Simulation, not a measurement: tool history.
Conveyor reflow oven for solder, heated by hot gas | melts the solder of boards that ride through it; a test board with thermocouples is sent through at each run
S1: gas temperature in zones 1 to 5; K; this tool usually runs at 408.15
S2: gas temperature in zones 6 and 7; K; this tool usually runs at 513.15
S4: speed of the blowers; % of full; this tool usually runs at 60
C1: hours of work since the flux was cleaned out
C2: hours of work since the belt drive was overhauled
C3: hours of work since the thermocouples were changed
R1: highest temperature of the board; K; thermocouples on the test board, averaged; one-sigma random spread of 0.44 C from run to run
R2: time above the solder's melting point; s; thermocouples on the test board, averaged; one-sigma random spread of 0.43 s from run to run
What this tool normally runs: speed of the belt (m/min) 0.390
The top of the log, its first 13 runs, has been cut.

{"run": 14, "day": 9.458, "S1": 408.15, "S2": 513.15, "speed of the belt (m/min)": 0.39, "S4": 60, "C1": 238, "C2": 537, "C3": 136, "R1": 496.45, "R2": 85.4}
{"run": 15, "day": 10.433, "S1": 408.15, "S2": 513.15, "speed of the belt (m/min)": 0.465, "S4": 60, "C1": 249, "C2": 548, "C3": 147, "R1": 489.15, "R2": 64.7}
{"run": 16, "day": 11.267, "S1": 394.15, "S2": 513.15, "speed of the belt (m/min)": 0.465, "S4": 60, "C1": 259, "C2": 557, "C3": 156, "R1": 486.85, "R2": 56.5}
{"run": 17, "day": 11.871, "S1": 408.15, "S2": 513.15, "speed of the belt (m/min)": 0.326, "S4": 67, "C1": 266, "C2": 564, "C3": 163, "R1": 502.15, "R2": 110.6}
{"run": 18, "day": 12.392, "S1": 413.15, "S2": 518.15, "speed of the belt (m/min)": 0.438, "S4": 67, "C1": 272, "C2": 570, "C3": 169, "R1": 498.75, "R2": 80.4}
{"run": 19, "day": 13.029, "S1": 411.15, "S2": 518.15, "speed of the belt (m/min)": 0.438, "S4": 67, "C1": 279, "C2": 578, "C3": 176, "R1": 499.65, "R2": 78.8}
{"run": 20, "day": 13.871, "S1": 406.15, "S2": 525.15, "speed of the belt (m/min)": 0.453, "S4": 82, "C1": 289, "C2": 587, "C3": 186, "R1": 505.75, "R2": 79.9}
{"run": 21, "day": 14.529, "S1": 394.15, "S2": 523.15, "speed of the belt (m/min)": 0.378, "S4": 71, "C1": 296, "C2": 595, "C3": 193, "R1": 506.65, "R2": 91.1}
{"run": 22, "day": 15.033, "S1": 402.15, "S2": 524.15, "speed of the belt (m/min)": 0.314, "S4": 85, "C1": 302, "C2": 600, "C3": 199, "R1": 517.05, "R2": 122.1}
{"run": 23, "day": 15.808, "S1": 402.15, "S2": 505.15, "speed of the belt (m/min)": 0.43, "S4": 58, "C1": 311, "C2": 609, "C3": 208, "R1": 483.55, "R2": 61.1}
{"day": 16.412, "done": "flux residue cleaned out of gas plates and filters"}
{"run": 24, "day": 16.925, "S1": 401.15, "S2": 506.15, "speed of the belt (m/min)": 0.39, "S4": 75, "C1": 6, "C2": 620, "C3": 218, "R1": 492.35, "R2": 80.2}
{"run": 25, "day": 17.496, "S1": 408.15, "S2": 518.15, "speed of the belt (m/min)": 0.316, "S4": 73, "C1": 12, "C2": 626, "C3": 225, "R1": 509.05, "R2": 119.1}
{"run": 26, "day": 18.533, "S1": 408.15, "S2": 518.15, "speed of the belt (m/min)": 0.363, "S4": 60, "C1": 24, "C2": 638, "C3": 237, "R1": 502.65, "R2": 99.0}
{"run": 27, "day": 19.054, "S1": 421.15, "S2": 510.15, "speed of the belt (m/min)": 0.39, "S4": 60, "C1": 30, "C2": 644, "C3": 242, "R1": 496.65, "R2": 91.4}
{"run": 28, "day": 19.838, "S1": 421.15, "S2": 510.15, "speed of the belt (m/min)": 0.39, "S4": 60, "C1": 39, "C2": 653, "C3": 251, "R1": 495.95, "R2": 91.1}
{"run": 29, "day": 20.562, "S1": 421.15, "S2": 510.15, "speed of the belt (m/min)": 0.39, "S4": 60, "C1": 47, "C2": 661, "C3": 260, "R1": 495.15, "R2": 91.1}
{"run": 30, "day": 21.575, "S1": 412.15, "S2": 526.15, "speed of the belt (m/min)": 0.328, "S4": 60, "C1": 59, "C2": 673, "C3": 271, "R1": 513.85, "R2": 118.9}
{"run": 31, "day": 22.354, "S1": 408.15, "S2": 513.15, "speed of the belt (m/min)": 0.446, "S4": 77, "C1": 68, "C2": 681, "C3": 280, "R1": 495.95, "R2": 73.4}
{"run": 32, "day": 22.938, "S1": 408.15, "S2": 513.15, "speed of the belt (m/min)": 0.446, "S4": 77, "C1": 74, "C2": 688, "C3": 287, "R1": 495.85, "R2": 74.7}

Consider 3 possible next runs. They are alternatives, not a sequence: every one starts from the tool as it was left by run 32. What does each give?
{"run": "A", "day": 23.883, "S1": 408.15, "S2": 507.15, "speed of the belt (m/min)": 0.446, "S4": 57, "C1": 85, "C2": 699, "C3": 298, "R1": "?", "R2": "?"}
{"run": "B", "day": 23.883, "S1": 408.15, "S2": 515.15, "speed of the belt (m/min)": 0.323, "S4": 77, "C1": 85, "C2": 699, "C3": 298, "R1": "?", "R2": "?"}
{"run": "C", "day": 23.883, "S1": 408.15, "S2": 521.15, "speed of the belt (m/min)": 0.327, "S4": 77, "C1": 85, "C2": 699, "C3": 298, "R1": "?", "R2": "?"}

run=A R1=485.35 R2=62.7
run=B R1=506.15 R2=114.4
run=C R1=511.75 R2=116.8
Stripped of hidden state, with their random variation kept, the same runs would have yielded:
run=A R1=485.35 R2=62.7
run=B R1=506.15 R2=114.4
run=C R1=511.85 R2=116.8
